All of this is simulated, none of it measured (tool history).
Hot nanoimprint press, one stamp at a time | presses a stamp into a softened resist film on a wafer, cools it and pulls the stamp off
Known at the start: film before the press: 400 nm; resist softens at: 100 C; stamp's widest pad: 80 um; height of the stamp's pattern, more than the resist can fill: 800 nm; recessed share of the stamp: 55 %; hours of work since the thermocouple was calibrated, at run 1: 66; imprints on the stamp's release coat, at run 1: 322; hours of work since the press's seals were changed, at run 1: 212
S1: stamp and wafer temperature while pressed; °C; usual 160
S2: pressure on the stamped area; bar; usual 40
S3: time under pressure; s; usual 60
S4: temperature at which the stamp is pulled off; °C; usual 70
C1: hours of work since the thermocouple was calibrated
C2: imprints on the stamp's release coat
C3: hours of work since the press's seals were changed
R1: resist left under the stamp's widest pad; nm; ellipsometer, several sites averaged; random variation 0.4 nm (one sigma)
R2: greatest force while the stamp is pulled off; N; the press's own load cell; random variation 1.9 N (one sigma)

run 1 hour=0 | S1=160 S2=40 S3=60 S4=70 | C1=66 C2=322 C3=212 | R1=185.7 R2=206
run 2 hour=56.9 | S1=160 S2=40 S3=60 S4=70 | C1=108 C2=531 C3=255 | R1=185.8 R2=202
run 3 hour=93.2 | S1=160 S2=40 S3=60 S4=70 | C1=136 C2=664 C3=282 | R1=185.2 R2=202
run 4 hour=153.4 | S1=160 S2=40 S3=60 S4=70 | C1=181 C2=885 C3=327 | R1=186.6 R2=205
run 5 hour=187.4 | S1=172 S2=40 S3=60 S4=70 | C1=206 C2=1010 C3=353 | R1=112.1 R2=206
run 6 hour=258.7 | S1=160 S2=30.9 S3=87 S4=71 | C1=260 C2=1272 C3=406 | R1=191.2 R2=197
-- hour=318.1 stamp cleaned and given a new release coat
run 7 hour=318.1 | S1=159 S2=38.7 S3=114 S4=56 | C1=300 C2=0 C3=446 | R1=160.3 R2=276
-- hour=338.1 plate thermocouple calibrated
run 8 hour=387 | S1=159 S2=38.7 S3=114 S4=56 | C1=37 C2=242 C3=496 | R1=160.8 R2=274
run 9 hour=438.1 | S1=160 S2=57.6 S3=60 S4=65 | C1=75 C2=430 C3=534 | R1=152.2 R2=229
run 10 hour=494.7 | S1=160 S2=34.1 S3=40 S4=70 | C1=118 C2=637 C3=576 | R1=231.8 R2=202

Forecast each of these 3 alternatives for the next run:
run A hour=567.5 | S1=156 S2=40 S3=60 S4=70 | C1=172 C2=905 C3=631 | R1=? R2=?
run B hour=567.5 | S1=149 S2=34.1 S3=65 S4=67 | C1=172 C2=905 C3=631 | R1=? R2=?
run C hour=567.5 | S1=160 S2=40 S3=108 S4=70 | C1=172 C2=905 C3=631 | R1=? R2=?

run=A R1=223.7 R2=203
run=B R1=304.8 R2=217
run=C R1=154.4 R2=206
Without the tool's hidden state the same runs would have given:
run=A R1=221.4 R2=202
run=B R1=301.7 R2=216
run=C R1=152.8 R2=205
